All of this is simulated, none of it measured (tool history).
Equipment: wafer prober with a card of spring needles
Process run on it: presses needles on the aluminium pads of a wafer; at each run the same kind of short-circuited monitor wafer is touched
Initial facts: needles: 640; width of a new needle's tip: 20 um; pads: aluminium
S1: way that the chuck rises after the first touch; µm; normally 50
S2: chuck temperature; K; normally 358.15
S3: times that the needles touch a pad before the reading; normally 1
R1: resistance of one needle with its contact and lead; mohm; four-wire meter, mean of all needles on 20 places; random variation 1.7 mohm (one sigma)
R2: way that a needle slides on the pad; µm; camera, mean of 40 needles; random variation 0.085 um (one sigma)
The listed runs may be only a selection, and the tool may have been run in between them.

Run 1, hour 0: usual settings. Result: R1 419 mohm, R2 11.41 µm.
At hour 1.9: tips cleaned on abrasive film.
At hour 9.2: tips cleaned on abrasive film.
At hour 16.5: tips cleaned on abrasive film.
At hour 23.8: tips cleaned on abrasive film.
At hour 31.1: tips cleaned on abrasive film.
At hour 38.4: tips cleaned on abrasive film.
At hour 45.7: tips cleaned on abrasive film.
At hour 53: tips cleaned on abrasive film.
Run 2, hour 55.8: usual settings. Result: R1 363 mohm, R2 11.25 µm.
At hour 61.3: tips cleaned on abrasive film.
At hour 70.4: tips cleaned on abrasive film.
At hour 77.7: tips cleaned on abrasive film.
At hour 86.8: tips cleaned on abrasive film.
At hour 94.1: tips cleaned on abrasive film.
At hour 101.4: tips cleaned on abrasive film.
At hour 108.7: tips cleaned on abrasive film.
At hour 116: tips cleaned on abrasive film.
At hour 123.3: tips cleaned on abrasive film.
Run 3, hour 129.2: usual settings. Result: R1 435 mohm, R2 10.95 µm.
At hour 131.1: tips cleaned on abrasive film.
At hour 140.2: tips cleaned on abrasive film.
At hour 149.3: tips cleaned on abrasive film.
At hour 158.4: tips cleaned on abrasive film.
At hour 165.7: tips cleaned on abrasive film.
At hour 173: tips cleaned on abrasive film.
At hour 180.3: tips cleaned on abrasive film.
At hour 189.4: tips cleaned on abrasive film.
At hour 196.7: tips cleaned on abrasive film.
At hour 204: tips cleaned on abrasive film.
At hour 211.3: tips cleaned on abrasive film.
At hour 220.4: tips cleaned on abrasive film.
Run 4, hour 221.9: usual settings. Result: R1 336 mohm, R2 10.93 µm.
At hour 229.2: tips cleaned on abrasive film.
At hour 238.3: tips cleaned on abrasive film.
At hour 245.6: tips cleaned on abrasive film.
At hour 254.7: tips cleaned on abrasive film.
At hour 260.4: height of the first contact set anew.
At hour 264.1: tips cleaned on abrasive film.
At hour 271.4: tips cleaned on abrasive film.
At hour 278.7: tips cleaned on abrasive film.
At hour 286: tips cleaned on abrasive film.
Run 5, hour 291.8: usual settings but S3 3. Result: R1 263 mohm, R2 11.76 µm.
At hour 293.7: tips cleaned on abrasive film.
At hour 301: tips cleaned on abrasive film.
At hour 308.3: tips cleaned on abrasive film.
At hour 315.6: tips cleaned on abrasive film.
At hour 324.7: tips cleaned on abrasive film.
At hour 333.8: tips cleaned on abrasive film.
At hour 341.1: tips cleaned on abrasive film.
At hour 348.4: tips cleaned on abrasive film.
At hour 355.7: tips cleaned on abrasive film.
At hour 363: tips cleaned on abrasive film.
At hour 370.3: tips cleaned on abrasive film.
Run 6, hour 376.9: usual settings but S3 2. Result: R1 355 mohm, R2 11.38 µm.
At hour 378.8: tips cleaned on abrasive film.
At hour 387.9: tips cleaned on abrasive film.
At hour 395.2: tips cleaned on abrasive film.
At hour 402.5: tips cleaned on abrasive film.
At hour 411.6: tips cleaned on abrasive film.
At hour 418.9: tips cleaned on abrasive film.
Run 7, hour 421.9: usual settings but S3 2. Result: R1 312 mohm, R2 11.36 µm.
At hour 427.4: tips cleaned on abrasive film.
At hour 434.7: tips cleaned on abrasive film.
At hour 443.8: tips cleaned on abrasive film.
At hour 452.9: tips cleaned on abrasive film.
At hour 462: tips cleaned on abrasive film.
At hour 469.3: tips cleaned on abrasive film.
At hour 476.6: tips cleaned on abrasive film.
At hour 483.9: tips cleaned on abrasive film.
At hour 493: tips cleaned on abrasive film.
Run 8, hour 494.8: usual settings but S3 2. Result: R1 283 mohm, R2 11.15 µm.
At hour 500.3: tips cleaned on abrasive film.
At hour 507.6: tips cleaned on abrasive film.
At hour 516.7: tips cleaned on abrasive film.
At hour 525.8: tips cleaned on abrasive film.
At hour 533.1: tips cleaned on abrasive film.
At hour 540.4: tips cleaned on abrasive film.
At hour 549.5: tips cleaned on abrasive film.
At hour 557.9: tips cleaned on abrasive film.
Run 9, hour 557.9: usual settings but S1 65 µm, S3 2. Result: R1 185 mohm, R2 14.49 µm.
At hour 565.2: tips cleaned on abrasive film.
At hour 572.5: tips cleaned on abrasive film.
At hour 579.8: tips cleaned on abrasive film.
At hour 587.1: tips cleaned on abrasive film.
At hour 594.4: tips cleaned on abrasive film.
At hour 601.7: tips cleaned on abrasive film.
At hour 609: tips cleaned on abrasive film.
Run 10, hour 613.7: usual settings. Result: R1 494 mohm, R2 10.8 µm.
At hour 617.4: tips cleaned on abrasive film.
At hour 624.7: tips cleaned on abrasive film.
At hour 625: height of the first contact set anew.
At hour 634.1: tips cleaned on abrasive film.
At hour 641.4: tips cleaned on abrasive film.
At hour 648.7: tips cleaned on abrasive film.
At hour 656: tips cleaned on abrasive film.
At hour 663.3: tips cleaned on abrasive film.
Run 11, hour 666.8: usual settings. Result: R1 402 mohm, R2 11.85 µm.
At hour 672.3: tips cleaned on abrasive film.
At hour 681.4: tips cleaned on abrasive film.
At hour 688.7: tips cleaned on abrasive film.
At hour 697.8: tips cleaned on abrasive film.
At hour 705.1: tips cleaned on abrasive film.
Run 12, hour 711.6: usual settings but S1 49 µm, S2 374.15 K. Result: R1 490 mohm, R2 11.34 µm.
At hour 713.5: tips cleaned on abrasive film.
At hour 720.8: tips cleaned on abrasive film.
At hour 728.1: tips cleaned on abrasive film.
At hour 735.4: tips cleaned on abrasive film.
At hour 742.7: tips cleaned on abrasive film.
At hour 750: tips cleaned on abrasive film.
At hour 757.3: tips cleaned on abrasive film.
Run 13, hour 761.6: usual settings but S1 49 µm, S2 374.15 K. Result: R1 465 mohm, R2 11.17 µm.
At hour 765.3: tips cleaned on abrasive film.
At hour 774.3: tips cleaned on abrasive film.
At hour 781.6: tips cleaned on abrasive film.
At hour 788.9: tips cleaned on abrasive film.
At hour 796.2: tips cleaned on abrasive film.
At hour 803.5: tips cleaned on abrasive film.
At hour 812.6: tips cleaned on abrasive film.
At hour 819.9: tips cleaned on abrasive film.
At hour 829: tips cleaned on abrasive film.
At hour 836.3: tips cleaned on abrasive film.
At hour 843.6: tips cleaned on abrasive film.
Run 14, hour 846: usual settings but S1 49 µm, S2 374.15 K. Result: R1 383 mohm, R2 10.84 µm.
At hour 851.5: tips cleaned on abrasive film.
At hour 858.8: tips cleaned on abrasive film.
At hour 867.9: tips cleaned on abrasive film.
At hour 875.2: tips cleaned on abrasive film.
At hour 882.5: tips cleaned on abrasive film.
At hour 891.6: tips cleaned on abrasive film.
At hour 898.9: tips cleaned on abrasive film.
At hour 906.2: tips cleaned on abrasive film.
At hour 913.5: tips cleaned on abrasive film.
Run 15, hour 914.6: usual settings but S1 67 µm, S2 325.15 K, S3 2. Result: R1 213 mohm, R2 14.93 µm.
At hour 921.9: tips cleaned on abrasive film.
At hour 929.2: tips cleaned on abrasive film.
At hour 936.5: tips cleaned on abrasive film.
At hour 943.8: tips cleaned on abrasive film.
At hour 952.9: tips cleaned on abrasive film.
At hour 960.2: tips cleaned on abrasive film.
At hour 967.5: tips cleaned on abrasive film.
Run 16, hour 972: usual settings but S1 52 µm, S2 360.15 K, S3 2. Result: R1 358 mohm, R2 11.31 µm.
At hour 975.7: tips cleaned on abrasive film.
At hour 983: tips cleaned on abrasive film.
At hour 990.3: tips cleaned on abrasive film.
At hour 990.6: height of the first contact set anew.
At hour 999.7: tips cleaned on abrasive film.
At hour 1008.8: tips cleaned on abrasive film.
At hour 1016.1: tips cleaned on abrasive film.
At hour 1023.4: tips cleaned on abrasive film.
At hour 1030.7: tips cleaned on abrasive film.
At hour 1038: tips cleaned on abrasive film.
At hour 1045.3: tips cleaned on abrasive film.
Run 17, hour 1046.3: usual settings but S1 52 µm, S2 360.15 K, S3 2. Result: R1 248 mohm, R2 12.27 µm.
At hour 1053.6: tips cleaned on abrasive film.
At hour 1062.6: tips cleaned on abrasive film.
At hour 1069.9: tips cleaned on abrasive film.
At hour 1077.2: tips cleaned on abrasive film.
At hour 1086.3: tips cleaned on abrasive film.
At hour 1095.4: tips cleaned on abrasive film.
Run 18, hour 1100.6: usual settings but S1 42 µm, S2 344.15 K, S3 2. Result: R1 438 mohm, R2 9.67 µm.
At hour 1104.3: tips cleaned on abrasive film.
At hour 1111.6: tips cleaned on abrasive film.
At hour 1118.9: tips cleaned on abrasive film.
At hour 1126.2: tips cleaned on abrasive film.
At hour 1133.5: tips cleaned on abrasive film.
At hour 1140.8: tips cleaned on abrasive film.
Run 19, hour 1144.2: usual settings but S2 349.15 K, S3 3. Result: R1 280 mohm, R2 11.51 µm.

Consider 3 possible next runs. They are alternatives, not a sequence: every one starts from the tool as it was left by run 19. What does each give?
At hour 1149.7: tips cleaned on abrasive film.
At hour 1157: tips cleaned on abrasive film.
At hour 1164.3: tips cleaned on abrasive film.
At hour 1171.6: tips cleaned on abrasive film.
At hour 1178.9: tips cleaned on abrasive film.
At hour 1186.2: tips cleaned on abrasive film.
At hour 1193.5: tips cleaned on abrasive film.
At hour 1200.8: tips cleaned on abrasive film.
At hour 1208.1: tips cleaned on abrasive film.
At hour 1215.4: tips cleaned on abrasive film.
At hour 1222.7: tips cleaned on abrasive film.
Run A, hour 1225.6: usual settings but S1 35 µm, S2 367.15 K, S3 2. Result: R1 ?, R2 ?.
At hour 1149.7: tips cleaned on abrasive film.
At hour 1157: tips cleaned on abrasive film.
At hour 1164.3: tips cleaned on abrasive film.
At hour 1171.6: tips cleaned on abrasive film.
At hour 1178.9: tips cleaned on abrasive film.
At hour 1186.2: tips cleaned on abrasive film.
At hour 1193.5: tips cleaned on abrasive film.
At hour 1200.8: tips cleaned on abrasive film.
At hour 1208.1: tips cleaned on abrasive film.
At hour 1215.4: tips cleaned on abrasive film.
At hour 1222.7: tips cleaned on abrasive film.
Run B, hour 1225.6: usual settings but S1 32 µm, S3 3. Result: R1 ?, R2 ?.
At hour 1149.7: tips cleaned on abrasive film.
At hour 1157: tips cleaned on abrasive film.
At hour 1164.3: tips cleaned on abrasive film.
At hour 1171.6: tips cleaned on abrasive film.
At hour 1178.9: tips cleaned on abrasive film.
At hour 1186.2: tips cleaned on abrasive film.
At hour 1193.5: tips cleaned on abrasive film.
At hour 1200.8: tips cleaned on abrasive film.
At hour 1208.1: tips cleaned on abrasive film.
At hour 1215.4: tips cleaned on abrasive film.
At hour 1222.7: tips cleaned on abrasive film.
Run C, hour 1225.6: usual settings but S1 38 µm, S2 305.15 K. Result: R1 ?, R2 ?.

run   R1    R2
  A  522  7.49
  B  448  6.87
  C  683  8.16
Stripped of hidden state, with their random variation kept, the same runs would have yielded:
run   R1    R2
  A  186  8.18
  B  189  7.56
  C  170  8.84
